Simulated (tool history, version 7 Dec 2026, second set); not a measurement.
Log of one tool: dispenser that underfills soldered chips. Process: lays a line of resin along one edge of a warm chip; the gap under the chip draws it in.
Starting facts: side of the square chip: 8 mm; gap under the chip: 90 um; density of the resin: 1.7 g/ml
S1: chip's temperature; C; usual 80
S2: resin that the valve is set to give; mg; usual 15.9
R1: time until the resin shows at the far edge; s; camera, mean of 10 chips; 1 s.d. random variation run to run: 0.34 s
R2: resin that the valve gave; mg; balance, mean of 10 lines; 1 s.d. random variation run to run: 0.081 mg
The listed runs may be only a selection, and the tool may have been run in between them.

run 1 day=0.000 | S1=80 S2=15.9 | R1=18.1 R2=15.24
run 2 day=0.225 | S1=80 S2=19.5 | R1=23.1 R2=18.57
run 3 day=0.396 | S1=80 S2=19.5 | R1=27.9 R2=18.63
-- day=0.629 new syringe of resin
run 4 day=0.671 | S1=80 S2=15.9 | R1=15.3 R2=15.16
run 5 day=0.996 | S1=80 S2=17.7 | R1=20.9 R2=16.80
run 6 day=1.154 | S1=80 S2=17.7 | R1=25.9 R2=16.93
run 7 day=1.329 | S1=80 S2=17.7 | R1=31.1 R2=16.52
-- day=1.433 new syringe of resin
run 8 day=1.600 | S1=80 S2=17.7 | R1=17.2 R2=16.58
run 9 day=1.854 | S1=80 S2=17.7 | R1=23.4 R2=16.52
run 10 day=2.088 | S1=80 S2=17.7 | R1=30.2 R2=16.34
-- day=2.242 new syringe of resin
run 11 day=2.433 | S1=80 S2=15.9 | R1=18.0 R2=14.71
run 12 day=2.675 | S1=80 S2=19.3 | R1=22.9 R2=17.80
run 13 day=2.938 | S1=80 S2=20.2 | R1=31.8 R2=18.81
-- day=3.058 new syringe of resin
run 14 day=3.133 | S1=80 S2=20.2 | R1=15.4 R2=18.72
run 15 day=3.292 | S1=80 S2=20.2 | R1=18.3 R2=18.73
run 16 day=3.504 | S1=87 S2=20.3 | R1=18.1 R2=18.51
run 17 day=3.679 | S1=76 S2=20.0 | R1=33.1 R2=18.14
-- day=3.871 new syringe of resin
run 18 day=3.971 | S1=78 S2=18.5 | R1=16.9 R2=16.76
run 19 day=4.271 | S1=73 S2=17.7 | R1=29.4 R2=16.05
run 20 day=4.458 | S1=93 S2=18.8 | R1=17.6 R2=16.99
-- day=4.567 dispensing valve cleaned and set on the balance
-- day=4.729 new syringe of resin
run 21 day=4.808 | S1=80 S2=17.1 | R1=14.9 R2=17.00
run 22 day=4.975 | S1=66 S2=16.7 | R1=30.7 R2=16.63
run 23 day=5.212 | S1=92 S2=18.6 | R1=16.4 R2=18.47
run 24 day=5.388 | S1=78 S2=20.6 | R1=31.5 R2=20.58
-- day=5.529 new syringe of resin
run 25 day=5.617 | S1=78 S2=20.6 | R1=16.5 R2=20.47
run 26 day=5.812 | S1=77 S2=15.6 | R1=21.8 R2=15.45
run 27 day=6.146 | S1=80 S2=19.6 | R1=28.2 R2=19.42
-- day=6.338 new syringe of resin
run 28 day=6.371 | S1=73 S2=19.3 | R1=18.6 R2=18.76
run 29 day=6.562 | S1=73 S2=19.3 | R1=23.4 R2=19.01
run 30 day=6.862 | S1=73 S2=19.3 | R1=32.7 R2=18.78

Results for each run, recomputed without the tool's hidden state and with each run's random variation untouched:
Hidden state at play: resin's viscosity, % of fresh resin's; dose that the valve gives, % of what is set; true chip temperature over the reading, C; drift of the gauge itself on fill_s, %; drift of the gauge itself on given_mg, %.
run=1 R1=15.2 R2=15.88
run=2 R1=15.2 R2=19.43
run=3 R1=15.2 R2=19.53
run=4 R1=15.4 R2=15.95
run=5 R1=14.6 R2=17.76
run=6 R1=15.2 R2=17.92
run=7 R1=14.9 R2=17.54
run=8 R1=15.1 R2=17.66
run=9 R1=15.6 R2=17.66
run=10 R1=15.5 R2=17.54
run=11 R1=15.0 R2=15.86
run=12 R1=14.6 R2=19.25
run=13 R1=15.5 R2=20.42
run=14 R1=14.9 R2=20.38
run=15 R1=14.9 R2=20.43
run=16 R1=11.4 R2=20.26
run=17 R1=17.7 R2=19.90
run=18 R1=15.9 R2=18.47
run=19 R1=20.0 R2=17.75
run=20 R1=9.5 R2=18.84
run=21 R1=14.5 R2=17.01
run=22 R1=25.0 R2=16.67
run=23 R1=10.3 R2=18.58
run=24 R1=16.1 R2=20.74
run=25 R1=16.3 R2=20.69
run=26 R1=17.3 R2=15.65
run=27 R1=15.5 R2=19.76
run=28 R1=19.1 R2=19.14
run=29 R1=19.6 R2=19.45
run=30 R1=19.6 R2=19.29
